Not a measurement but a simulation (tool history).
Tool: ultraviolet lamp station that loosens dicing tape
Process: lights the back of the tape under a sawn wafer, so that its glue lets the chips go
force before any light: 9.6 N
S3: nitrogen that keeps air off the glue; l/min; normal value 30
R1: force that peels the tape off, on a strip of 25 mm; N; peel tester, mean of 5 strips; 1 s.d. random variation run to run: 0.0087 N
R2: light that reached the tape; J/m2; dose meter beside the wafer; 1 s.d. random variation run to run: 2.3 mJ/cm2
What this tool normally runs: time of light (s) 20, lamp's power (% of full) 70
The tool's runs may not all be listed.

run 1 hour=0 | time_of_light_(s)=20 lamp's_power_(%_of_full)=70 S3=30 | R1=0.582 R2=1770
run 2 hour=23 | time_of_light_(s)=20 lamp's_power_(%_of_full)=70 S3=29 | R1=0.58 R2=1740
run 3 hour=55.5 | time_of_light_(s)=20 lamp's_power_(%_of_full)=70 S3=29 | R1=0.618 R2=1670
run 4 hour=72 | time_of_light_(s)=12 lamp's_power_(%_of_full)=70 S3=30 | R1=1.619 R2=980
run 5 hour=91.4 | time_of_light_(s)=12 lamp's_power_(%_of_full)=70 S3=30 | R1=1.58 R2=960
run 6 hour=114 | time_of_light_(s)=12 lamp's_power_(%_of_full)=70 S3=30 | R1=1.577 R2=1000
run 7 hour=130.2 | time_of_light_(s)=12 lamp's_power_(%_of_full)=70 S3=30 | R1=1.672 R2=980
run 8 hour=154.3 | time_of_light_(s)=12 lamp's_power_(%_of_full)=70 S3=30 | R1=1.655 R2=1000
run 9 hour=175.3 | time_of_light_(s)=12 lamp's_power_(%_of_full)=70 S3=30 | R1=1.788 R2=990
run 10 hour=200.9 | time_of_light_(s)=12 lamp's_power_(%_of_full)=70 S3=30 | R1=1.715 R2=940
run 11 hour=219.8 | time_of_light_(s)=11 lamp's_power_(%_of_full)=78 S3=11 | R1=2.826 R2=950
run 12 hour=244.2 | time_of_light_(s)=14 lamp's_power_(%_of_full)=97 S3=28 | R1=0.811 R2=1500
run 13 hour=261.7 | time_of_light_(s)=30 lamp's_power_(%_of_full)=97 S3=28 | R1=0.244 R2=3210
run 14 hour=280.7 | time_of_light_(s)=30 lamp's_power_(%_of_full)=97 S3=28 | R1=0.258 R2=3200
run 15 hour=299.2 | time_of_light_(s)=12 lamp's_power_(%_of_full)=81 S3=30 | R1=1.466 R2=1060
run 16 hour=327.6 | time_of_light_(s)=12 lamp's_power_(%_of_full)=81 S3=30 | R1=1.541 R2=1050
run 17 hour=355.8 | time_of_light_(s)=12 lamp's_power_(%_of_full)=81 S3=30 | R1=1.589 R2=1040
run 18 hour=388.5 | time_of_light_(s)=12 lamp's_power_(%_of_full)=69 S3=12 | R1=3.111 R2=880
run 19 hour=405.6 | time_of_light_(s)=12 lamp's_power_(%_of_full)=69 S3=12 | R1=3.089 R2=850
run 20 hour=433.3 | time_of_light_(s)=20 lamp's_power_(%_of_full)=86 S3=30 | R1=0.573 R2=1750

Consider 3 possible next runs. They are alternatives, not a sequence: every one starts from the tool as it was left by run 20. What does each give?
run A hour=451.5 | time_of_light_(s)=17 lamp's_power_(%_of_full)=86 S3=30 | R1=? R2=?
run B hour=451.5 | time_of_light_(s)=31 lamp's_power_(%_of_full)=62 S3=36 | R1=? R2=?
run C hour=451.5 | time_of_light_(s)=20 lamp's_power_(%_of_full)=83 S3=30 | R1=? R2=?

run=A R1=0.768 R2=1450
run=B R1=0.404 R2=1980
run=C R1=0.609 R2=1680
With the hidden condition removed and each run's random variation left untouched, the same runs would have given:
run=A R1=0.316 R2=2330
run=B R1=0.234 R2=3140
run=C R1=0.278 R2=2670
